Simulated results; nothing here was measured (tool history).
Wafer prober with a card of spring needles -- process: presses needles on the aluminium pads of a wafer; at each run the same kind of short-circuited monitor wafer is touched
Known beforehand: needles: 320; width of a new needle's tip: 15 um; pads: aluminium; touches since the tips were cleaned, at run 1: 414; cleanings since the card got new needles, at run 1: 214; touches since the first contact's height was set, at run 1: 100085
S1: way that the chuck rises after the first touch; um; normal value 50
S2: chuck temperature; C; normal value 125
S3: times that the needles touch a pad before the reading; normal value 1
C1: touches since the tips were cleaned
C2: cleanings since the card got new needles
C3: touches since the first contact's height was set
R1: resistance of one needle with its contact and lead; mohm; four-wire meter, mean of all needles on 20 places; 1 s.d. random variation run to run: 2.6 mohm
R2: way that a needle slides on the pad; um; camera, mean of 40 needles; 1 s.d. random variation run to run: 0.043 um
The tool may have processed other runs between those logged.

| run | hour | S1 | S2 | S3 | C1 | C2 | C3 | R1 | R2 |
|---|---|---|---|---|---|---|---|---|---|
| 1 | 0.0 | 50 | 125 | 1 | 414 | 214 | 100085 | 299 | 7.89 |
|  | 7.3 | tips cleaned on abrasive film |
|  | 16.4 | tips cleaned on abrasive film |
|  | 23.6 | tips cleaned on abrasive film |
|  | 32.7 | tips cleaned on abrasive film |
|  | 41.8 | tips cleaned on abrasive film |
|  | 50.7 | tips cleaned on abrasive film |
| 2 | 50.7 | 50 | 125 | 1 | 0 | 220 | 114063 | 297 | 7.91 |
|  | 59.8 | tips cleaned on abrasive film |
|  | 68.9 | tips cleaned on abrasive film |
|  | 78.0 | tips cleaned on abrasive film |
|  | 85.2 | tips cleaned on abrasive film |
|  | 94.3 | tips cleaned on abrasive film |
|  | 101.6 | tips cleaned on abrasive film |
|  | 108.9 | tips cleaned on abrasive film |
| 3 | 114.3 | 50 | 125 | 3 | 1499 | 227 | 131590 | 298 | 8.00 |
|  | 117.9 | tips cleaned on abrasive film |
|  | 125.2 | tips cleaned on abrasive film |
|  | 134.3 | tips cleaned on abrasive film |
|  | 143.4 | tips cleaned on abrasive film |
|  | 150.7 | tips cleaned on abrasive film |
|  | 159.6 | tips cleaned on abrasive film |
| 4 | 159.6 | 50 | 125 | 3 | 0 | 233 | 144081 | 303 | 7.82 |
|  | 166.9 | tips cleaned on abrasive film |
|  | 176.0 | tips cleaned on abrasive film |
|  | 185.1 | tips cleaned on abrasive film |
|  | 192.4 | tips cleaned on abrasive film |
|  | 201.4 | tips cleaned on abrasive film |
|  | 210.5 | tips cleaned on abrasive film |
|  | 219.6 | tips cleaned on abrasive film |
|  | 231.6 | card fitted with new needles |
|  | 238.9 | tips cleaned on abrasive film |
|  | 248.0 | tips cleaned on abrasive film |
| 5 | 252.3 | 50 | 125 | 3 | 1223 | 2 | 5731 | 300 | 7.87 |
|  | 256.0 | tips cleaned on abrasive film |
|  | 265.1 | tips cleaned on abrasive film |
|  | 274.2 | tips cleaned on abrasive film |
|  | 283.3 | tips cleaned on abrasive film |
|  | 290.6 | tips cleaned on abrasive film |
|  | 299.6 | tips cleaned on abrasive film |
|  | 308.7 | tips cleaned on abrasive film |
|  | 317.8 | tips cleaned on abrasive film |
| 6 | 323.9 | 50 | 125 | 3 | 1696 | 10 | 25458 | 300 | 7.86 |
|  | 325.8 | tips cleaned on abrasive film |
|  | 333.1 | tips cleaned on abrasive film |
|  | 342.1 | tips cleaned on abrasive film |
|  | 351.2 | tips cleaned on abrasive film |
|  | 358.5 | tips cleaned on abrasive film |
|  | 365.8 | tips cleaned on abrasive film |
|  | 374.9 | tips cleaned on abrasive film |
| 7 | 381.5 | 50 | 125 | 3 | 1862 | 17 | 41344 | 303 | 7.82 |
|  | 383.4 | tips cleaned on abrasive film |
|  | 392.5 | tips cleaned on abrasive film |
|  | 401.6 | tips cleaned on abrasive film |
|  | 410.7 | tips cleaned on abrasive film |
|  | 417.9 | tips cleaned on abrasive film |
| 8 | 424.8 | 50 | 125 | 1 | 1913 | 22 | 53275 | 298 | 7.92 |
|  | 426.7 | tips cleaned on abrasive film |
|  | 434.0 | tips cleaned on abrasive film |
|  | 443.1 | tips cleaned on abrasive film |
|  | 450.3 | tips cleaned on abrasive film |
|  | 459.4 | tips cleaned on abrasive film |
|  | 467.2 | tips cleaned on abrasive film |
| 9 | 467.2 | 50 | 125 | 1 | 0 | 28 | 64919 | 296 | 7.78 |
|  | 474.4 | tips cleaned on abrasive film |
|  | 483.5 | tips cleaned on abrasive film |
|  | 490.8 | tips cleaned on abrasive film |
|  | 499.9 | tips cleaned on abrasive film |
|  | 509.0 | tips cleaned on abrasive film |
|  | 516.2 | tips cleaned on abrasive film |
|  | 525.3 | tips cleaned on abrasive film |
|  | 532.6 | tips cleaned on abrasive film |
|  | 541.7 | tips cleaned on abrasive film |
| 10 | 545.3 | 50 | 125 | 1 | 1005 | 37 | 86460 | 301 | 7.75 |
|  | 550.5 | tips cleaned on abrasive film |
|  | 559.6 | tips cleaned on abrasive film |
|  | 568.6 | tips cleaned on abrasive film |
|  | 577.7 | tips cleaned on abrasive film |
|  | 586.8 | tips cleaned on abrasive film |
|  | 595.9 | tips cleaned on abrasive film |
|  | 605.0 | tips cleaned on abrasive film |
| 11 | 607.9 | 31 | 104 | 1 | 821 | 44 | 103728 | 308 | 4.83 |
|  | 613.4 | tips cleaned on abrasive film |
|  | 622.5 | tips cleaned on abrasive film |
|  | 629.7 | tips cleaned on abrasive film |
|  | 638.8 | tips cleaned on abrasive film |
|  | 647.9 | tips cleaned on abrasive film |
|  | 655.2 | tips cleaned on abrasive film |
|  | 664.3 | tips cleaned on abrasive film |
| 12 | 666.5 | 31 | 104 | 1 | 613 | 51 | 119868 | 305 | 4.86 |
|  | 672.0 | tips cleaned on abrasive film |
|  | 679.2 | tips cleaned on abrasive film |
|  | 688.3 | tips cleaned on abrasive film |
|  | 697.4 | tips cleaned on abrasive film |
|  | 706.5 | tips cleaned on abrasive film |
| 13 | 709.6 | 56 | 51 | 2 | 871 | 56 | 131759 | 275 | 8.77 |
|  | 715.1 | tips cleaned on abrasive film |
|  | 724.2 | tips cleaned on abrasive film |
|  | 733.2 | tips cleaned on abrasive film |
|  | 742.3 | tips cleaned on abrasive film |
|  | 751.4 | tips cleaned on abrasive film |
|  | 760.5 | tips cleaned on abrasive film |
|  | 769.0 | tips cleaned on abrasive film |
| 14 | 769.0 | 30 | 34 | 1 | 0 | 63 | 148128 | 285 | 4.65 |
|  | 776.3 | tips cleaned on abrasive film |
|  | 785.3 | tips cleaned on abrasive film |
|  | 794.4 | tips cleaned on abrasive film |
|  | 803.5 | tips cleaned on abrasive film |
|  | 810.8 | tips cleaned on abrasive film |
|  | 819.9 | tips cleaned on abrasive film |
|  | 828.9 | tips cleaned on abrasive film |
|  | 838.0 | tips cleaned on abrasive film |
|  | 845.3 | tips cleaned on abrasive film |
|  | 854.4 | tips cleaned on abrasive film |
| 15 | 858.2 | 30 | 34 | 1 | 1073 | 73 | 172741 | 284 | 4.65 |
|  | 861.9 | tips cleaned on abrasive film |
|  | 871.0 | tips cleaned on abrasive film |
|  | 880.1 | tips cleaned on abrasive film |
|  | 889.2 | tips cleaned on abrasive film |
|  | 896.4 | tips cleaned on abrasive film |
|  | 905.5 | tips cleaned on abrasive film |
|  | 912.8 | tips cleaned on abrasive film |
|  | 920.1 | tips cleaned on abrasive film |
|  | 929.2 | tips cleaned on abrasive film |
| 16 | 932.6 | 30 | 34 | 1 | 953 | 82 | 193230 | 286 | 4.69 |
|  | 938.1 | tips cleaned on abrasive film |
|  | 945.4 | tips cleaned on abrasive film |
|  | 952.6 | tips cleaned on abrasive film |
|  | 954.7 | height of the first contact set anew |
|  | 962.0 | tips cleaned on abrasive film |
|  | 969.3 | tips cleaned on abrasive film |
|  | 978.4 | tips cleaned on abrasive film |
|  | 987.5 | tips cleaned on abrasive film |
| 17 | 989.7 | 30 | 49 | 1 | 619 | 89 | 9635 | 289 | 4.66 |
|  | 995.2 | tips cleaned on abrasive film |
|  | 1004.2 | tips cleaned on abrasive film |
|  | 1013.3 | tips cleaned on abrasive film |
|  | 1022.4 | tips cleaned on abrasive film |
|  | 1031.5 | tips cleaned on abrasive film |
|  | 1040.6 | tips cleaned on abrasive film |
|  | 1047.8 | tips cleaned on abrasive film |
|  | 1056.9 | tips cleaned on abrasive film |
|  | 1064.2 | tips cleaned on abrasive film |
| 18 | 1067.8 | 36 | 125 | 1 | 989 | 98 | 31160 | 313 | 5.62 |
|  | 1073.2 | tips cleaned on abrasive film |
|  | 1082.3 | tips cleaned on abrasive film |
|  | 1089.6 | tips cleaned on abrasive film |
|  | 1098.7 | tips cleaned on abrasive film |
|  | 1106.0 | tips cleaned on abrasive film |
|  | 1115.0 | tips cleaned on abrasive film |
|  | 1124.1 | tips cleaned on abrasive film |
|  | 1133.2 | tips cleaned on abrasive film |
|  | 1142.3 | tips cleaned on abrasive film |
| 19 | 1144.6 | 36 | 125 | 1 | 636 | 107 | 52331 | 308 | 5.54 |

4 options for the next run, each taken on its own from the tool as it stands now. Forecast them:
|  | 1150.0 | tips cleaned on abrasive film |
|  | 1157.3 | tips cleaned on abrasive film |
|  | 1164.6 | tips cleaned on abrasive film |
|  | 1173.7 | tips cleaned on abrasive film |
|  | 1182.8 | tips cleaned on abrasive film |
|  | 1190.1 | tips cleaned on abrasive film |
|  | 1197.3 | tips cleaned on abrasive film |
| A | 1202.6 | 67 | 63 | 1 | 1455 | 114 | 68312 | ? | ? |
|  | 1150.0 | tips cleaned on abrasive film |
|  | 1157.3 | tips cleaned on abrasive film |
|  | 1164.6 | tips cleaned on abrasive film |
|  | 1173.7 | tips cleaned on abrasive film |
|  | 1182.8 | tips cleaned on abrasive film |
|  | 1190.1 | tips cleaned on abrasive film |
|  | 1197.3 | tips cleaned on abrasive film |
| B | 1202.6 | 48 | 118 | 1 | 1455 | 114 | 68312 | ? | ? |
|  | 1150.0 | tips cleaned on abrasive film |
|  | 1157.3 | tips cleaned on abrasive film |
|  | 1164.6 | tips cleaned on abrasive film |
|  | 1173.7 | tips cleaned on abrasive film |
|  | 1182.8 | tips cleaned on abrasive film |
|  | 1190.1 | tips cleaned on abrasive film |
|  | 1197.3 | tips cleaned on abrasive film |
| C | 1202.6 | 36 | 125 | 1 | 1455 | 114 | 68312 | ? | ? |
|  | 1150.0 | tips cleaned on abrasive film |
|  | 1157.3 | tips cleaned on abrasive film |
|  | 1164.6 | tips cleaned on abrasive film |
|  | 1173.7 | tips cleaned on abrasive film |
|  | 1182.8 | tips cleaned on abrasive film |
|  | 1190.1 | tips cleaned on abrasive film |
|  | 1197.3 | tips cleaned on abrasive film |
| D | 1202.6 | 41 | 51 | 1 | 1455 | 114 | 68312 | ? | ? |

| run | R1 | R2 |
|---|---|---|
| A | 280 | 10.41 |
| B | 300 | 7.44 |
| C | 311 | 5.60 |
| D | 284 | 6.37 |
Had the tool no hidden state, the same runs would have come out as:
| run | R1 | R2 |
|---|---|---|
| A | 280 | 10.60 |
| B | 299 | 7.58 |
| C | 310 | 5.70 |
| D | 283 | 6.48 |
